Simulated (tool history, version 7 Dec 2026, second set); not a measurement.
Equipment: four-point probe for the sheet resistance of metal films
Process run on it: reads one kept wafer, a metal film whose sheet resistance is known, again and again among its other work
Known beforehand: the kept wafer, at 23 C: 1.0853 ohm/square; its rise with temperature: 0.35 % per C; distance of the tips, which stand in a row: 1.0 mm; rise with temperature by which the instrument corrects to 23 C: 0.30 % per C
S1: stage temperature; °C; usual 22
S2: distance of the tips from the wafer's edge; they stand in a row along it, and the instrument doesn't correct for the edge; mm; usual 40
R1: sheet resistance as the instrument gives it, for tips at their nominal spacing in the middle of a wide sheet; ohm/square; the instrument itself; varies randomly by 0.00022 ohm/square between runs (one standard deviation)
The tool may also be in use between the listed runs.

| run | hour | S1 | S2 | R1 |
|---|---|---|---|---|
| 1 | 0 | 22 | 40 | 1.079215 |
| 2 | 13.9 | 22 | 40 | 1.079234 |
| 3 | 32.9 | 22 | 40 | 1.079679 |
| 4 | 45.4 | 22 | 40 | 1.078932 |
| 5 | 60.1 | 22 | 40 | 1.079443 |
| 6 | 80.1 | 22 | 40 | 1.079333 |
| 7 | 104 | 22 | 40 | 1.078993 |
| 8 | 121.7 | 22 | 40 | 1.079124 |
| 9 | 131.8 | 22 | 40 | 1.079795 |
| 10 | 143.1 | 22 | 40 | 1.079409 |
| 11 | 154.1 | 21 | 40 | 1.079229 |
| 12 | 171.5 | 22 | 4 | 1.114284 |
| 13 | 187.4 | 22 | 30 | 1.080017 |
| 14 | 210.4 | 27 | 13 | 1.086211 |
| 15 | 221.9 | 27 | 13 | 1.085654 |
| 16 | 240.5 | 19 | 49 | 1.077748 |
| 17 | 259.9 | 19 | 49 | 1.077829 |
| 18 | 271.3 | 19 | 49 | 1.078057 |
| 19 | 283 | 19 | 40 | 1.077965 |
| 20 | 293.9 | 19 | 40 | 1.078229 |
| 21 | 305.9 | 23 | 19 | 1.082284 |
| 22 | 327.4 | 23 | 19 | 1.082297 |
| 23 | 345 | 23 | 19 | 1.081679 |

Each run again, without the hidden state but with its own random variation kept:
The tool's hidden condition here consists of: inner tips' distance over the nominal, %; tips' flats over new ones', %; wafer's true temperature over the reading, C; drift of the gauge itself on sheet_ohm, %.
| run | R1 |
|---|---|
| 1 | 1.085058 |
| 2 | 1.085036 |
| 3 | 1.08543 |
| 4 | 1.084642 |
| 5 | 1.085114 |
| 6 | 1.084945 |
| 7 | 1.084539 |
| 8 | 1.084618 |
| 9 | 1.085262 |
| 10 | 1.084842 |
| 11 | 1.084627 |
| 12 | 1.119794 |
| 13 | 1.085326 |
| 14 | 1.091488 |
| 15 | 1.090897 |
| 16 | 1.082894 |
| 17 | 1.082917 |
| 18 | 1.083113 |
| 19 | 1.082985 |
| 20 | 1.083221 |
| 21 | 1.087264 |
| 22 | 1.087216 |
| 23 | 1.086544 |
